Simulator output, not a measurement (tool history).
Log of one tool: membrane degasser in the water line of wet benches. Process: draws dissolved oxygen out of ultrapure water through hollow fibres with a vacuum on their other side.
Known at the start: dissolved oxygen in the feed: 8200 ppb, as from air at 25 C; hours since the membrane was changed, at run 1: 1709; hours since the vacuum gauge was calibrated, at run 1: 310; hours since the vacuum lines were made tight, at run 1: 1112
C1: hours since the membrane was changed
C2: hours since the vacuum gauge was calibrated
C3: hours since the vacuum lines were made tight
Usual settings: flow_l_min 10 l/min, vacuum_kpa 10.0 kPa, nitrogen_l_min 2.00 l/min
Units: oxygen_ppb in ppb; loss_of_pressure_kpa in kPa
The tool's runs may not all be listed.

Run 1, day 0.000: usual settings; C1 1709; C2 310; C3 1112. Result: oxygen_ppb 87.3 ppb, loss_of_pressure_kpa 60.32 kPa.
Run 2, day 1.621: usual settings but vacuum_kpa 8.6 kPa; C1 1748; C2 349; C3 1151. Result: oxygen_ppb 69.2 ppb, loss_of_pressure_kpa 59.76 kPa.
Run 3, day 3.154: usual settings but vacuum_kpa 8.6 kPa; C1 1785; C2 385; C3 1188. Result: oxygen_ppb 69.1 ppb, loss_of_pressure_kpa 59.97 kPa.
Run 4, day 4.150: usual settings but vacuum_kpa 8.6 kPa; C1 1808; C2 409; C3 1212. Result: oxygen_ppb 69.3 ppb, loss_of_pressure_kpa 60.19 kPa.
Run 5, day 6.375: usual settings but flow_l_min 6 l/min; C1 1862; C2 463; C3 1265. Result: oxygen_ppb 52.2 ppb, loss_of_pressure_kpa 35.90 kPa.
Run 6, day 7.546: usual settings; C1 1890; C2 491; C3 1293. Result: oxygen_ppb 87.5 ppb, loss_of_pressure_kpa 60.22 kPa.
Run 7, day 8.475: usual settings; C1 1912; C2 513; C3 1316. Result: oxygen_ppb 87.0 ppb, loss_of_pressure_kpa 59.87 kPa.
Run 8, day 10.258: usual settings; C1 1955; C2 556; C3 1358. Result: oxygen_ppb 86.5 ppb, loss_of_pressure_kpa 60.41 kPa.
Run 9, day 12.438: usual settings; C1 2007; C2 608; C3 1411. Result: oxygen_ppb 86.4 ppb, loss_of_pressure_kpa 59.67 kPa.
Run 10, day 14.183: usual settings but flow_l_min 16 l/min; C1 2049; C2 650; C3 1453. Result: oxygen_ppb 139.3 ppb, loss_of_pressure_kpa 96.04 kPa.
Run 11, day 15.754: usual settings but flow_l_min 16 l/min; C1 2087; C2 688; C3 1490. Result: oxygen_ppb 142.4 ppb, loss_of_pressure_kpa 96.41 kPa.
Run 12, day 17.079: usual settings; C1 2119; C2 720; C3 1522. Result: oxygen_ppb 86.3 ppb, loss_of_pressure_kpa 60.56 kPa.
Run 13, day 18.779: usual settings; C1 2160; C2 760; C3 1563. Result: oxygen_ppb 86.4 ppb, loss_of_pressure_kpa 60.88 kPa.
Run 14, day 20.929: usual settings but nitrogen_l_min 3.50 l/min; C1 2211; C2 812; C3 1614. Result: oxygen_ppb 51.0 ppb, loss_of_pressure_kpa 60.72 kPa.
Run 15, day 22.017: usual settings but vacuum_kpa 9.2 kPa; C1 2237; C2 838; C3 1641. Result: oxygen_ppb 76.7 ppb, loss_of_pressure_kpa 59.86 kPa.
Run 16, day 24.058: usual settings but vacuum_kpa 9.2 kPa; C1 2286; C2 887; C3 1690. Result: oxygen_ppb 76.5 ppb, loss_of_pressure_kpa 60.18 kPa.
Run 17, day 25.717: usual settings but vacuum_kpa 16.6 kPa, nitrogen_l_min 3.02 l/min; C1 2326; C2 927; C3 1729. Result: oxygen_ppb 113.0 ppb, loss_of_pressure_kpa 60.47 kPa.
Run 18, day 27.204: usual settings but flow_l_min 11 l/min, vacuum_kpa 7.7 kPa; C1 2362; C2 963; C3 1765. Result: oxygen_ppb 65.8 ppb, loss_of_pressure_kpa 65.89 kPa.
Run 19, day 28.296: usual settings but flow_l_min 11 l/min, vacuum_kpa 7.7 kPa; C1 2388; C2 989; C3 1791. Result: oxygen_ppb 66.4 ppb, loss_of_pressure_kpa 66.28 kPa.
Run 20, day 29.542: usual settings but vacuum_kpa 6.9 kPa, nitrogen_l_min 4.71 l/min; C1 2418; C2 1019; C3 1821. Result: oxygen_ppb 23.4 ppb, loss_of_pressure_kpa 60.05 kPa.
Run 21, day 30.646: usual settings but flow_l_min 8 l/min, vacuum_kpa 14.3 kPa, nitrogen_l_min 0.93 l/min; C1 2444; C2 1045; C3 1848. Result: oxygen_ppb 228.1 ppb, loss_of_pressure_kpa 48.41 kPa.
Run 22, day 31.846: usual settings but flow_l_min 8 l/min, vacuum_kpa 14.3 kPa, nitrogen_l_min 0.93 l/min; C1 2473; C2 1074; C3 1876. Result: oxygen_ppb 228.8 ppb, loss_of_pressure_kpa 48.63 kPa.
Run 23, day 32.900: usual settings but flow_l_min 8 l/min, vacuum_kpa 14.3 kPa, nitrogen_l_min 2.92 l/min; C1 2498; C2 1099; C3 1902. Result: oxygen_ppb 77.7 ppb, loss_of_pressure_kpa 48.30 kPa.
Run 24, day 34.075: usual settings but vacuum_kpa 22.8 kPa; C1 2527; C2 1127; C3 1930. Result: oxygen_ppb 238.7 ppb, loss_of_pressure_kpa 59.78 kPa.
Run 25, day 36.042: usual settings but vacuum_kpa 22.8 kPa; C1 2574; C2 1175; C3 1977. Result: oxygen_ppb 234.5 ppb, loss_of_pressure_kpa 60.60 kPa.
Run 26, day 37.317: usual settings but flow_l_min 6 l/min, nitrogen_l_min 3.91 l/min; C1 2605; C2 1205; C3 2008. Result: oxygen_ppb 27.7 ppb, loss_of_pressure_kpa 36.30 kPa.
Run 27, day 38.662: usual settings but flow_l_min 6 l/min, nitrogen_l_min 3.91 l/min; C1 2637; C2 1238; C3 2040. Result: oxygen_ppb 27.3 ppb, loss_of_pressure_kpa 36.34 kPa.
Run 28, day 40.346: usual settings but flow_l_min 11 l/min, vacuum_kpa 6.4 kPa, nitrogen_l_min 5.32 l/min; C1 2677; C2 1278; C3 2080. Result: oxygen_ppb 21.8 ppb, loss_of_pressure_kpa 66.66 kPa.
Run 29, day 41.579: usual settings but flow_l_min 8 l/min, vacuum_kpa 17.5 kPa, nitrogen_l_min 4.68 l/min; C1 2707; C2 1308; C3 2110. Result: oxygen_ppb 63.6 ppb, loss_of_pressure_kpa 48.29 kPa.
Run 30, day 42.538: usual settings but vacuum_kpa 7.5 kPa, nitrogen_l_min 0.84 l/min; C1 2730; C2 1331; C3 2133. Result: oxygen_ppb 123.6 ppb, loss_of_pressure_kpa 60.11 kPa.
Run 31, day 43.725: usual settings but vacuum_kpa 18.0 kPa; C1 2758; C2 1359; C3 2162. Result: oxygen_ppb 185.4 ppb, loss_of_pressure_kpa 60.64 kPa.
Run 32, day 45.583: usual settings but vacuum_kpa 6.7 kPa, nitrogen_l_min 1.86 l/min; C1 2803; C2 1404; C3 2206. Result: oxygen_ppb 49.5 ppb, loss_of_pressure_kpa 60.85 kPa.

5 ways to go on from here, each from the tool as it stands after run 32. What would each give?
Run A, day 46.879: usual settings but nitrogen_l_min 0.81 l/min; C1 2834; C2 1435; C3 2237. Result: oxygen_ppb ?, loss_of_pressure_kpa ?.
Run B, day 46.879: usual settings but flow_l_min 9 l/min, vacuum_kpa 6.0 kPa; C1 2834; C2 1435; C3 2237. Result: oxygen_ppb ?, loss_of_pressure_kpa ?.
Run C, day 46.879: usual settings but flow_l_min 13 l/min, vacuum_kpa 23.7 kPa, nitrogen_l_min 0.89 l/min; C1 2834; C2 1435; C3 2237. Result: oxygen_ppb ?, loss_of_pressure_kpa ?.
Run D, day 46.879: usual settings but vacuum_kpa 23.5 kPa, nitrogen_l_min 1.51 l/min; C1 2834; C2 1435; C3 2237. Result: oxygen_ppb ?, loss_of_pressure_kpa ?.
Run E, day 46.879: usual settings but flow_l_min 6 l/min, vacuum_kpa 11.9 kPa; C1 2834; C2 1435; C3 2237. Result: oxygen_ppb ?, loss_of_pressure_kpa ?.

run  oxygen_ppb  loss_of_pressure_kpa
  A       199.8                 60.88
  B        35.3                 54.47
  C       651.0                 79.07
  D       323.8                 60.69
  E        66.2                 36.05
Without the tool's hidden state the same runs would have given:
run  oxygen_ppb  loss_of_pressure_kpa
  A       195.6                 59.36
  B        33.6                 53.12
  C       644.2                 77.11
  D       319.1                 59.18
  E        64.4                 35.15

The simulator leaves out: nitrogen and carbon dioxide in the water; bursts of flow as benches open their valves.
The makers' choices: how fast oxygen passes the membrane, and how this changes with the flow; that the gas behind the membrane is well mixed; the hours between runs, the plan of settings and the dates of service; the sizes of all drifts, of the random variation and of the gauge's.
